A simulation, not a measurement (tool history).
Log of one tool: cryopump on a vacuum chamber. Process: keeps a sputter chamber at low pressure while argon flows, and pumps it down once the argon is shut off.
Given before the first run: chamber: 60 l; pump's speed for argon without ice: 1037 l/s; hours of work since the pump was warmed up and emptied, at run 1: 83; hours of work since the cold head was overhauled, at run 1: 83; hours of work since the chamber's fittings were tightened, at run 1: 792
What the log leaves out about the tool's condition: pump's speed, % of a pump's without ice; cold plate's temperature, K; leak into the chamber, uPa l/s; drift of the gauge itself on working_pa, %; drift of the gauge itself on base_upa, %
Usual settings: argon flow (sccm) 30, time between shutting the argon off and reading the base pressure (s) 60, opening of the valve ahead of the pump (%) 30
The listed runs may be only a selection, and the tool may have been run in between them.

run,day,argon flow (sccm),time between shutting the argon off and reading the base pressure (s),opening of the valve ahead of the pump (%),hours of work since the pump was warmed up and emptied,hours of work since the cold head was overhauled,hours of work since the chamber's fittings were tightened,pressure while argon flows (Pa),pressure after the wait (uPa)
1,0.000,30,60,30,83,83,792,0.1664,3.41
2,0.342,30,60,30,89,89,797,0.1656,3.47
3,1.158,30,60,30,102,102,811,0.1659,3.51
4,1.692,30,60,30,111,111,820,0.1653,3.53
5,2.250,17,60,30,121,121,829,0.0942,3.60
6,2.883,30,60,30,131,131,840,0.1673,3.55
7,3.575,30,234,30,143,143,852,0.1667,2.36
8,3.971,30,234,30,150,150,858,0.1647,2.47
9,4.662,30,234,30,161,161,870,0.1671,2.52
10,5.454,30,234,30,175,175,883,0.1661,2.54
11,6.146,30,234,30,186,186,895,0.1684,2.45
12,6.921,30,112,30,199,199,908,0.1657,2.96
13,7.579,18,112,30,210,210,919,0.1012,2.97
14,8.308,18,112,30,223,223,931,0.0998,3.14
15,8.988,30,60,25,234,234,943,0.2002,3.93
16,9.496,30,60,25,242,242,951,0.2011,3.97
17,9.946,33,60,25,250,250,959,0.2203,3.90
18,10.404,13,60,20,258,258,967,0.1091,3.90
19,11.104,32,180,30,270,270,978,0.1815,2.93
20,11.446,16,207,37,275,275,984,0.0731,2.87
21,11.954,30,60,39,284,284,993,0.1321,4.07
22,12.538,13,54,30,294,294,1002,0.0729,4.18
23,13.192,40,93,52,305,305,1013,0.1349,3.57
24,14.012,40,93,52,318,318,1027,0.1345,3.51
25,14.792,40,66,58,332,332,1040,0.1232,4.01
26,15.604,30,128,48,345,345,1054,0.1096,3.46
27,16.058,19,69,18,353,353,1062,0.1762,4.00
28,16.662,19,294,22,363,363,1072,0.1456,3.09
29,17.112,18,60,30,370,370,1079,0.1036,4.27
30,17.700,15,279,30,380,380,1089,0.0864,3.18
31,18.192,30,60,57,389,389,1097,0.0955,4.31
32,18.900,44,285,23,401,401,1109,0.3259,3.18
33,19.596,39,71,23,412,412,1121,0.2898,4.12

5 options for the next run, each taken on its own from the tool as it stands now. Forecast them:
A,20.108,30,60,30,421,421,1130,?,?
B,20.108,12,89,41,421,421,1130,?,?
C,20.108,15,139,51,421,421,1130,?,?
D,20.108,53,59,23,421,421,1130,?,?
E,20.108,43,60,30,421,421,1130,?,?

run,pressure while argon flows (Pa),pressure after the wait (uPa)
A,0.1727,4.49
B,0.0514,3.97
C,0.0528,3.55
D,0.3928,4.43
E,0.2477,4.43
The same runs, with their run-to-run variation unchanged, on a tool lacking any hidden condition would have given:
run,pressure while argon flows (Pa),pressure after the wait (uPa)
A,0.1630,1.83
B,0.0475,1.35
C,0.0479,0.94
D,0.3756,1.83
E,0.2337,1.81
